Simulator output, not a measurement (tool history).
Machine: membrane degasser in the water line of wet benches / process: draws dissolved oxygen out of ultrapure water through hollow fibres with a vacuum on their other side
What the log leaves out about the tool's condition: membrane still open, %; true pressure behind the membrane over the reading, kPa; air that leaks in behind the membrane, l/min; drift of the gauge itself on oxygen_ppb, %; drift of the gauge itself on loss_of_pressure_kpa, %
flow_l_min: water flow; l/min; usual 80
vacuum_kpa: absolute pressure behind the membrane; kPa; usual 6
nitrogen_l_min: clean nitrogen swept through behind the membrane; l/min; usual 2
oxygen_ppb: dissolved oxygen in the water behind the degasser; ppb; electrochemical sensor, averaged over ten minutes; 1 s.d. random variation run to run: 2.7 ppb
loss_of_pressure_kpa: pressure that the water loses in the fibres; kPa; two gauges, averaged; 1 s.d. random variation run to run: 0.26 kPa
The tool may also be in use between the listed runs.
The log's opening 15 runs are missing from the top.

run      day  flow_l_min  vacuum_kpa  nitrogen_l_min  hours since the membrane was changed  hours since the vacuum gauge was calibrated  hours since the vacuum lines were made tight  oxygen_ppb  loss_of_pressure_kpa
 16   91.146          80           6               2                                  9170                                          201                                          5912         290                  73.9
 17   98.029         108        6.43            2.89                                  9335                                          366                                          6077       401.7                100.12
 18  103.504         108        6.43            2.89                                  9466                                          497                                          6208       397.1                100.25
 19  110.033          66       10.47            2.89                                  9623                                          654                                          6365         394                 60.96
 20  114.221         127        4.16            1.14                                  9724                                          754                                          6466       395.4                118.24
 21  121.396          70        4.16            2.52                                  9896                                          927                                          6638       109.8                 64.88
 22  126.246          57       11.82            1.34                                 10012                                         1043                                          6754       706.1                 53.13
 23    133.6         103        9.35            4.23                                 10189                                         1220                                          6931       456.6                 95.85
 24  140.471         103        9.35            4.23                                 10354                                         1384                                          7096       456.4                 96.05
 25  144.712         117        6.89            5.53                                 10455                                         1486                                          7197       369.2                108.96
 26  148.146         117        6.89            5.53                                 10538                                         1569                                          7280         372                108.63
 27  153.054          85        4.07            2.39                                 10656                                         1686                                          7397       161.3                 79.32

Predict the results of run 28:
 28  158.462          53        14.3            1.12                                 10785                                         1816                                          7527           ?                     ?

{"run 28": {"oxygen_ppb": 951.1, "loss_of_pressure_kpa": 49.55}}
With no hidden state in the tool, this same run would have given oxygen_ppb 936 ppb, loss_of_pressure_kpa 46.08 kPa.

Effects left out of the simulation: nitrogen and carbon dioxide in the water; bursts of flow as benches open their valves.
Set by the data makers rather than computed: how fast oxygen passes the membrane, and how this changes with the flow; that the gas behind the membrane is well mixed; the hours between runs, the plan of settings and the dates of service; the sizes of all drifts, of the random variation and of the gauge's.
